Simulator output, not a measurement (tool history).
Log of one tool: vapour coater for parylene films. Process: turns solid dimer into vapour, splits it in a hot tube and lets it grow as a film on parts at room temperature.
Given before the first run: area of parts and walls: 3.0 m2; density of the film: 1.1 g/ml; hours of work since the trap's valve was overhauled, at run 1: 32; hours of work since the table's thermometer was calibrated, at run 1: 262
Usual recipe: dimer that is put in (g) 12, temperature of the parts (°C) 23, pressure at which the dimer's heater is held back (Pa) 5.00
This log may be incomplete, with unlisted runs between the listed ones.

run,hour,dimer that is put in (g),temperature of the parts (°C),pressure at which the dimer's heater is held back (Pa),hours of work since the trap's valve was overhauled,hours of work since the table's thermometer was calibrated,thickness of the film (nm)
1,0.0,12,23,5.00,32,262,2530
2,71.0,12,23,5.00,74,304,2520
3,142.9,12,23,5.00,116,346,2540
4,200.8,12,23,5.00,150,380,2500
5,244.2,12,23,5.00,176,406,2560
6,277.3,12,23,5.00,195,425,2560
7,336.1,12,23,5.00,230,460,2590
8,382.2,12,24,5.00,257,487,2460
# hour 411.0: trap's valve overhauled
9,449.9,12,23,5.00,23,524,2540
10,511.3,12,23,5.00,59,560,2570
11,571.4,12,23,5.00,94,596,2520
12,639.0,12,23,5.00,134,635,2510
13,701.8,12,23,5.00,171,672,2500
14,775.0,12,23,4.20,214,715,2580
15,813.0,12,23,4.20,236,738,2580
16,850.6,12,23,4.20,258,760,2560
# hour 875.5: trap's valve overhauled
17,923.1,12,23,4.20,28,800,2570
18,991.2,12,23,4.20,68,840,2590
19,1064.9,12,23,4.20,111,883,2620
# hour 1120.6: table's thermometer calibrated
20,1125.3,12,23,4.20,146,3,2600
21,1182.1,22,23,4.20,180,36,4780
22,1212.3,22,23,4.20,197,54,4740
23,1282.5,12,23,5.00,239,95,2550
24,1329.9,12,31,5.00,266,123,1850
# hour 1339.4: trap's valve overhauled
25,1376.0,12,31,5.00,22,148,1850
26,1412.2,19,29,3.34,43,169,3390
27,1486.2,12,28,3.09,86,212,2290
28,1544.4,5,32,10.69,120,247,640
29,1587.6,12,28,7.05,146,272,1950
30,1635.9,12,28,7.05,174,300,1920
31,1685.4,10,28,7.05,203,329,1580
32,1759.3,6,34,9.06,247,373,720
# hour 1803.1: trap's valve overhauled
33,1824.1,22,23,4.04,12,409,4870
34,1872.6,17,26,6.39,41,437,2940
35,1914.6,17,26,6.39,66,462,2990
36,1961.2,17,17,6.81,93,489,4350
37,2013.0,6,16,3.10,123,520,1760
38,2055.9,12,16,3.10,149,545,3560
39,2097.7,12,23,11.45,173,569,2140
40,2153.6,12,23,11.45,206,602,2120
41,2225.5,12,23,7.07,248,644,2360
# hour 2266.9: trap's valve overhauled
42,2266.9,12,23,7.07,0,666,2380
43,2300.8,12,23,7.07,20,686,2340
44,2353.3,7,24,4.56,51,717,1440
45,2427.1,5,23,5.00,94,760,1080
46,2472.7,5,23,5.00,121,787,1060

Entry by entry between the runs, the difference in hidden state between the last listed run before and the first listed run after:
Between runs 8 and 9: trap's valve overhauled (hour 411.0)
  vapour lost through the trap's worn valve, %: 0.5 -> 0.1
Between runs 16 and 17: trap's valve overhauled (hour 875.5)
  vapour lost through the trap's worn valve, %: 0.5 -> 0.1
Between runs 19 and 20: table's thermometer calibrated (hour 1120.6)
  vapour lost through the trap's worn valve, %: 0.2 -> 0.3; true temperature of the parts over the reading, C: -0.03 -> 0
Between runs 24 and 25: trap's valve overhauled (hour 1339.4)
  vapour lost through the trap's worn valve, %: 0.5 -> 0.1
Between runs 32 and 33: trap's valve overhauled (hour 1803.1)
  vapour lost through the trap's worn valve, %: 0.5 -> 0
Between runs 41 and 42: trap's valve overhauled (hour 2266.9)
  vapour lost through the trap's worn valve, %: 0.4 -> 0

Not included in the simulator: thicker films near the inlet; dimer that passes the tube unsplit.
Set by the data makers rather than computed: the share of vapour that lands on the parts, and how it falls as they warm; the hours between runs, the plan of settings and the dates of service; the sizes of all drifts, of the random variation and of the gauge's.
